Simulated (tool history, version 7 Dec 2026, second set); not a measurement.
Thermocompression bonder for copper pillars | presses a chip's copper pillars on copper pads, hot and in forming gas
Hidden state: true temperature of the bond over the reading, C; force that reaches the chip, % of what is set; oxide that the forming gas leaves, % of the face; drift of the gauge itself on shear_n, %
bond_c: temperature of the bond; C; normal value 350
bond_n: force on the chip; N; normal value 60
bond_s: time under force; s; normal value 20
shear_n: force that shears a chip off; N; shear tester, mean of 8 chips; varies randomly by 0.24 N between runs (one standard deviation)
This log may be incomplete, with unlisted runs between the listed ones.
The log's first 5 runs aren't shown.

| run | day | bond_c | bond_n | bond_s | hours of work since the heater was calibrated | hours of work since the force cell was calibrated | hours of work since the gas filter was changed | shear_n |
|---|---|---|---|---|---|---|---|---|
| 6 | 3.25 | 350 | 60 | 20 | 178 | 54 | 194 | 62.8 |
| 7 | 3.904 | 350 | 60 | 20 | 189 | 66 | 205 | 62.8 |
| 8 | 4.304 | 350 | 60 | 20 | 197 | 73 | 213 | 63.1 |
| 9 | 4.662 | 350 | 60 | 20 | 203 | 80 | 219 | 62.7 |
| 10 | 5.292 | 350 | 83 | 20 | 214 | 91 | 230 | 75.3 |
|  | 6 | forming gas filter changed |
| 11 | 6.15 | 376 | 83 | 20 | 230 | 106 | 3 | 90.5 |
| 12 | 6.579 | 376 | 83 | 20 | 237 | 114 | 10 | 91.6 |
| 13 | 7.192 | 376 | 83 | 20 | 248 | 125 | 21 | 91.3 |
| 14 | 7.933 | 350 | 65 | 20 | 262 | 138 | 35 | 65.4 |
| 15 | 8.575 | 350 | 65 | 20 | 273 | 150 | 46 | 65.1 |
| 16 | 9.025 | 350 | 65 | 20 | 281 | 158 | 54 | 65.3 |
| 17 | 9.612 | 350 | 65 | 20 | 292 | 168 | 65 | 65.5 |
| 18 | 10.425 | 362 | 60 | 58 | 306 | 183 | 80 | 94 |
| 19 | 11.104 | 344 | 45 | 11 | 319 | 195 | 92 | 38.3 |
| 20 | 11.546 | 365 | 60 | 32 | 326 | 203 | 100 | 82.6 |
| 21 | 12.088 | 377 | 50 | 20 | 336 | 213 | 109 | 72.3 |
| 22 | 12.783 | 344 | 71 | 19 | 349 | 225 | 122 | 63.3 |
| 23 | 13.6 | 366 | 51 | 20 | 363 | 240 | 137 | 66.5 |
| 24 | 14.317 | 366 | 51 | 20 | 376 | 253 | 150 | 65.8 |
| 25 | 14.854 | 350 | 60 | 55 | 386 | 263 | 159 | 84.9 |

Run 26 comes next. What will it give?
| 26 | 15.433 | 341 | 69 | 38 | 396 | 273 | 170 | ? |

{"run 26": {"shear_n": 75.7}}
Without the tool's hidden state the same run would have given shear_n 77.1 N.

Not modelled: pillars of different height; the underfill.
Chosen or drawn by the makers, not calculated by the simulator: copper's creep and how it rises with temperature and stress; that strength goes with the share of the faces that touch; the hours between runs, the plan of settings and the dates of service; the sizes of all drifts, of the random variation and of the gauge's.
